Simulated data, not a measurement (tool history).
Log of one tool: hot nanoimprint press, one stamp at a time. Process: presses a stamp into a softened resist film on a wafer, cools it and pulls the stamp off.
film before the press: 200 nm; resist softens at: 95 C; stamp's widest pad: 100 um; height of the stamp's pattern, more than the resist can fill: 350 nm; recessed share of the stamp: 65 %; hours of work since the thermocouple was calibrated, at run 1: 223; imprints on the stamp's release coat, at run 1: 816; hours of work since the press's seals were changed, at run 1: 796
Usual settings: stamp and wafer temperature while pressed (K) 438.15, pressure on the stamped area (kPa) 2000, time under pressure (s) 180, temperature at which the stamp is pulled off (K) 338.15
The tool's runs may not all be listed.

run    hour  stamp and wafer temperature while pressed (K)  pressure on the stamped area (kPa)  time under pressure (s)  temperature at which the stamp is pulled off (K)  hours of work since the thermocouple was calibrated  imprints on the stamp's release coat  hours of work since the press's seals were changed  resist left under the stamp's widest pad (angstrom)  greatest force while the stamp is pulled off (N)
  1     0.0                                         438.15                                2000                      180                                            338.15                                                  223                                   816                                                 796                                                  780                                               240
  2    47.9                                         438.15                                2000                      180                                            338.15                                                  250                                   927                                                 822                                                  787                                               237
  3    85.9                                         438.15                                2000                      180                                            338.15                                                  270                                  1016                                                 843                                                  785                                               241
  4   127.0                                         438.15                                2000                      180                                            338.15                                                  293                                  1111                                                 865                                                  790                                               255
  5   172.4                                         438.15                                2000                      180                                            338.15                                                  317                                  1216                                                 890                                                  798                                               256
      210.4  -- stamp cleaned and given a new release coat
  6   221.7                                         438.15                                2000                      180                                            333.15                                                  341                                    26                                                 914                                                  795                                               229
  7   269.5                                         438.15                                2000                      329                                            338.15                                                  367                                   137                                                 940                                                  628                                               217
  8   304.0                                         438.15                                2000                      329                                            338.15                                                  386                                   217                                                 958                                                  634                                               217
  9   343.5                                         438.15                                1280                      329                                            338.15                                                  408                                   309                                                 980                                                  788                                               222
 10   381.0                                         438.15                                2000                      180                                            338.15                                                  428                                   396                                                1001                                                  815                                               223
      429.1  -- plate thermocouple calibrated
 11   429.1                                         438.15                                2000                      180                                            338.15                                                    0                                   500                                                1025                                                  835                                               221
 12   465.9                                         438.15                                2000                      180                                            338.15                                                   20                                   586                                                1045                                                  825                                               235
 13   496.5                                         438.15                                2000                      180                                            345.15                                                   37                                   657                                                1062                                                  831                                               203
 14   519.1                                         438.15                                2000                      180                                            345.15                                                   49                                   709                                                1074                                                  839                                               208
 15   569.1                                         438.15                                2000                      180                                            345.15                                                   76                                   825                                                1102                                                  846                                               212
 16   597.6                                         438.15                                2000                      180                                            338.15                                                   92                                   891                                                1117                                                  828                                               245
 17   623.5                                         443.15                                1940                      180                                            337.15                                                  106                                   951                                                1131                                                  665                                               253
      650.7  -- plate thermocouple calibrated, once more
 18   672.5                                         443.15                                1940                      180                                            337.15                                                   12                                  1058                                                1156                                                  620                                               252
 19   713.3                                         443.15                                1940                      180                                            337.15                                                   34                                  1153                                                1179                                                  632                                               248
 20   736.3                                         443.15                                1940                      180                                            342.15                                                   47                                  1206                                                1191                                                  613                                               234
 21   768.4                                         439.15                                2080                       97                                            336.15                                                   64                                  1281                                                1209                                                  914                                               259
      779.0  -- stamp cleaned and given a new release coat
 22   815.7                                         439.15                                2080                       97                                            336.15                                                   87                                    85                                                1231                                                  919                                               217
      851.9  -- press's hydraulic seals changed and the load cell set to zero
 23   854.4                                         428.15                                2000                      180                                            344.15                                                  104                                   156                                                   1                                                 1170                                               195
 24   880.9                                         426.15                                2900                      345                                            345.15                                                  118                                   217                                                  16                                                  906                                               188
 25   923.7                                         438.15                                2350                      180                                            338.15                                                  141                                   317                                                  39                                                  684                                               214
 26   965.3                                         435.15                                2000                      180                                            344.15                                                  164                                   413                                                  62                                                  878                                               196
 27   999.9                                         438.15                                2560                      180                                            338.15                                                  183                                   494                                                  81                                                  668                                               214
 28  1025.1                                         438.15                                2000                      291                                            326.15                                                  197                                   552                                                  95                                                  626                                               273
 29  1068.5                                         438.15                                2000                      291                                            326.15                                                  220                                   653                                                 118                                                  630                                               284
 30  1108.2                                         438.15                                2000                      291                                            326.15                                                  242                                   745                                                 140                                                  635                                               281
 31  1137.3                                         428.15                                1520                      180                                            330.15                                                  258                                   813                                                 156                                                 1337                                               274

How the hidden state differs across the entries between the runs, from the last listed run before each to the first after it:
Between runs 5 and 6: stamp cleaned and given a new release coat (hour 210.4)
  true temperature over the reading, C: -0.89 -> -0.96; pressure that arrives at the usual setting, %: 94 -> 93.84; grip of the stamp's worn release coat, % over a new coat's: 22.1 -> 0.5
  measured less the result without the state, resist left under the stamp's widest pad (angstrom): +56 -> +59; greatest force while the stamp is pulled off (N): +50 -> +5
Between runs 10 and 11: plate thermocouple calibrated (hour 429.1)
  true temperature over the reading, C: -1.21 -> -1.78; pressure that arrives at the usual setting, %: 93.28 -> 93.11; grip of the stamp's worn release coat, % over a new coat's: 7.1 -> 9
  measured less the result without the state, resist left under the stamp's widest pad (angstrom): +70 -> +94; greatest force while the stamp is pulled off (N): +19 -> +25
Between runs 17 and 18: plate thermocouple calibrated, once more (hour 650.7)
  true temperature over the reading, C: -2.09 -> -0.13; pressure that arrives at the usual setting, %: 92.39 -> 92.21; grip of the stamp's worn release coat, % over a new coat's: 17.3 -> 19.2
  measured less the result without the state, resist left under the stamp's widest pad (angstrom): +86 -> +29; greatest force while the stamp is pulled off (N): +46 -> +42
Between runs 21 and 22: stamp cleaned and given a new release coat (hour 779.0)
  true temperature over the reading, C: -0.29 -> -0.35; pressure that arrives at the usual setting, %: 91.85 -> 91.69; grip of the stamp's worn release coat, % over a new coat's: 23.3 -> 1.5
  measured less the result without the state, resist left under the stamp's widest pad (angstrom): +48 -> +52; greatest force while the stamp is pulled off (N): +50 -> +5
Between runs 22 and 23: press's hydraulic seals changed and the load cell set to zero (hour 851.9)
  true temperature over the reading, C: -0.35 -> -0.4; pressure that arrives at the usual setting, %: 91.69 -> 99.8; grip of the stamp's worn release coat, % over a new coat's: 1.5 -> 2.8
  measured less the result without the state, resist left under the stamp's widest pad (angstrom): +52 -> +21; greatest force while the stamp is pulled off (N): +5 -> +7

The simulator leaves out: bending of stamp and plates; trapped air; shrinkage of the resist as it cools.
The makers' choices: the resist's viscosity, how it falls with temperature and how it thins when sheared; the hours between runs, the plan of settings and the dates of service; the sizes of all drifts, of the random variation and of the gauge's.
